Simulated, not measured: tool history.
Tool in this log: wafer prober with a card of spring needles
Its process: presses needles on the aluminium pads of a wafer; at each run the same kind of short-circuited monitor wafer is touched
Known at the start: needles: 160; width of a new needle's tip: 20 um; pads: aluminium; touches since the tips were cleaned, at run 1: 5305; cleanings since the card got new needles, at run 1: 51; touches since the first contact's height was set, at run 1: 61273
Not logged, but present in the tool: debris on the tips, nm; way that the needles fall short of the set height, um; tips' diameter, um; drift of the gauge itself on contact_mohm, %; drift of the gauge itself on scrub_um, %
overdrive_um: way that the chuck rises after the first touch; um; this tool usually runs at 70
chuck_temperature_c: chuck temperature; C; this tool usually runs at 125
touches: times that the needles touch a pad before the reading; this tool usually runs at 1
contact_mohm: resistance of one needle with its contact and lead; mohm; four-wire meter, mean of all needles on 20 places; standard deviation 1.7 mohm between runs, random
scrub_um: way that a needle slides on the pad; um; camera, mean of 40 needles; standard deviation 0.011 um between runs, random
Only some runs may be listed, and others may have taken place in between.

run	hour	overdrive_um	chuck_temperature_c	touches	touches since the tips were cleaned	cleanings since the card got new needles	touches since the first contact's height was set	contact_mohm	scrub_um
1	0	70	125	1	5305	51	61273	316	8.35
# hour 6.7: tips cleaned on abrasive film
2	13.8	70	125	1	3216	52	67489	295	8.32
# hour 24.7: tips cleaned on abrasive film
3	27.8	70	125	1	1421	53	73784	242	8.31
# hour 42.6: tips cleaned on abrasive film
4	56.4	70	101	1	6246	54	86703	330	8.32
# hour 61.8: tips cleaned on abrasive film
# hour 79.7: tips cleaned on abrasive film
5	82.4	55	101	1	1220	56	98370	305	6.46
# hour 99.2: tips cleaned on abrasive film
6	103.5	55	101	1	1959	57	107881	335	6.46
# hour 119.1: tips cleaned on abrasive film
7	128.2	70	125	1	4132	58	119028	309	8.26
# hour 139: tips cleaned on abrasive film
8	148.5	70	125	1	4326	59	128186	324	8.25
# hour 157: tips cleaned on abrasive film
9	169.3	70	109	1	5539	60	137541	331	8.21
# hour 172.4: height of the first contact set anew
# hour 176.5: tips cleaned on abrasive film
# hour 194.3: tips cleaned on abrasive film
10	197.1	70	109	1	1279	62	11104	254	8.11
# hour 212.9: tips cleaned on abrasive film
11	227.3	70	109	1	6499	63	24713	345	8.09
# hour 232.3: tips cleaned on abrasive film
# hour 250.2: tips cleaned on abrasive film
12	250.7	84	109	1	252	65	35233	186	9.77
# hour 269.2: tips cleaned on abrasive film
13	272.2	84	109	1	1384	66	44940	222	9.73
# hour 277.5: height of the first contact set anew, once more
14	286.9	70	125	1	7878	66	4237	336	8.43
# hour 288.7: tips cleaned on abrasive film
# hour 308.6: tips cleaned on abrasive film
15	312.3	70	125	1	1701	68	15678	255	8.38
# hour 328.5: tips cleaned on abrasive film
16	333	70	125	1	2015	69	24982	261	8.39
# hour 347.8: tips cleaned on abrasive film
17	353.7	70	70	2	2656	70	34319	239	8.37
# hour 366.1: tips cleaned on abrasive film
18	367.1	70	125	1	466	71	40340	211	8.35
19	382.7	70	125	1	7547	71	47421	348	8.35
# hour 384.4: tips cleaned on abrasive film
# hour 403.8: tips cleaned on abrasive film
20	410.7	65	76	2	3133	73	60008	264	7.72
# hour 421.6: tips cleaned on abrasive film
21	423.2	68	43	2	727	74	65624	192	8.06
# hour 440.1: tips cleaned on abrasive film
22	449.5	88	72	1	4257	75	77490	261	10.48
# hour 458.5: tips cleaned on abrasive film
23	470.1	70	83	1	5251	76	86795	330	8.28
# hour 476.7: tips cleaned on abrasive film
# hour 495.8: tips cleaned on abrasive film
24	496.8	70	83	1	456	78	98785	199	8.28
# hour 515.4: tips cleaned on abrasive film
25	524.6	70	83	1	4196	79	111352	321	8.25
# hour 533.2: tips cleaned on abrasive film
26	549.5	69	42	2	7380	80	122561	290	8.12
# hour 552: tips cleaned on abrasive film
# hour 571.2: tips cleaned on abrasive film
27	575.3	69	42	2	1826	82	134150	225	8.1
# hour 585.3: height of the first contact set anew
# hour 590.5: tips cleaned on abrasive film
28	596	69	42	2	2499	83	4819	234	8.28
# hour 610.8: tips cleaned on abrasive film
29	617.8	70	125	2	3179	84	14646	248	8.4
# hour 630.8: tips cleaned on abrasive film
30	643.5	70	96	3	5751	85	26243	228	8.4
# hour 649.8: tips cleaned on abrasive film
# hour 668.2: tips cleaned on abrasive film
31	668.2	70	42	1	0	87	37349	173	8.33
# hour 686.7: tips cleaned on abrasive film
32	689.8	70	42	1	1392	88	47095	255	8.35

A few steps of contact_mohm between consecutive runs. Split each: what settings, incoming material and random variation would produce without the hidden state, and what is left over for the hidden state, along with gauge scatter present in only one of the two compared results (measured, and without hidden state):
Run 11 -> 12: overdrive_um 70 -> 84, tips cleaned on abrasive film, tips cleaned on abrasive film. contact_mohm -159 mohm: hidden state -153, all else -6.
Run 18 -> 19: no setting touched and nothing written in the log between the runs. contact_mohm +137 mohm: hidden state +131, all else +6.
Run 23 -> 24: tips cleaned on abrasive film, tips cleaned on abrasive film. contact_mohm -131 mohm: hidden state -130, all else -1.
